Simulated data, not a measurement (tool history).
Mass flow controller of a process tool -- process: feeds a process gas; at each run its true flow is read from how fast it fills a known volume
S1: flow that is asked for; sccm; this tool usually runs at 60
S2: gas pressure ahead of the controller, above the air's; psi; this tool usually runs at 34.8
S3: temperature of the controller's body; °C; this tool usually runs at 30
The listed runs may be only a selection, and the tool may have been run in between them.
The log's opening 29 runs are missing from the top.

Run 30, hour 2479.3: usual settings but S3 23 °C. Result: true flow (%) 98.3.
Run 31, hour 2565.5: usual settings but S2 32.2 psi, S3 29 °C. Result: true flow (%) 98.8.
Run 32, hour 2673.7: usual settings but S2 32.2 psi, S3 29 °C. Result: true flow (%) 98.92.
Run 33, hour 2767.9: usual settings but S2 32.2 psi, S3 29 °C. Result: true flow (%) 98.86.
Run 34, hour 2814.7: usual settings but S2 32.2 psi, S3 29 °C. Result: true flow (%) 98.9.
Run 35, hour 2918.1: usual settings but S1 50 sccm, S2 28.1 psi, S3 27 °C. Result: true flow (%) 98.43.
Run 36, hour 3031: usual settings but S1 30 sccm, S2 28.1 psi, S3 21 °C. Result: true flow (%) 96.95.
Run 37, hour 3111: usual settings but S1 30 sccm, S2 28.1 psi, S3 28 °C. Result: true flow (%) 97.66.
Run 38, hour 3165.1: usual settings but S1 118 sccm, S2 25.1 psi, S3 25 °C. Result: true flow (%) 99.42.
Run 39, hour 3276.1: usual settings but S1 118 sccm, S2 21.6 psi, S3 27 °C. Result: true flow (%) 99.58.
Run 40, hour 3337.5: usual settings but S1 144 sccm, S2 22.3 psi, S3 24 °C. Result: true flow (%) 99.46.
Run 41, hour 3412.6: usual settings but S1 59 sccm, S2 31.6 psi, S3 22 °C. Result: true flow (%) 98.1.
Run 42, hour 3521.7: usual settings but S1 107 sccm, S2 29 psi. Result: true flow (%) 99.84.
Run 43, hour 3568.7: usual settings but S1 83 sccm, S2 23.4 psi. Result: true flow (%) 99.38.
Run 44, hour 3663.4: usual settings but S1 33 sccm, S2 21.9 psi, S3 24 °C. Result: true flow (%) 97.41.
Run 45, hour 3767: usual settings but S1 33 sccm, S2 21.9 psi, S3 24 °C. Result: true flow (%) 97.2.
Run 46, hour 3828.6: usual settings but S1 30 sccm, S2 34.1 psi, S3 24 °C. Result: true flow (%) 97.07.
Run 47, hour 3938.4: usual settings but S1 130 sccm, S2 37 psi. Result: true flow (%) 100.13.
Run 48, hour 4046.6: usual settings but S1 125 sccm, S2 34.1 psi, S3 24 °C. Result: true flow (%) 99.51.

Each row is a separate what-if for the run after 48, all from the same tool condition, not one after another. Results?
Run A, hour 4154.9: usual settings but S2 38.7 psi, S3 27 °C. Result: true flow (%) ?.
Run B, hour 4154.9: usual settings but S1 125 sccm, S2 27.4 psi, S3 26 °C. Result: true flow (%) ?.
Run C, hour 4154.9: usual settings but S3 22 °C. Result: true flow (%) ?.

run  true flow (%)
  A          98.72
  B          99.67
  C          98.09
The same runs, with their run-to-run variation unchanged, on a tool lacking any hidden condition would have given:
run  true flow (%)
  A          99.14
  B          99.53
  C          98.51

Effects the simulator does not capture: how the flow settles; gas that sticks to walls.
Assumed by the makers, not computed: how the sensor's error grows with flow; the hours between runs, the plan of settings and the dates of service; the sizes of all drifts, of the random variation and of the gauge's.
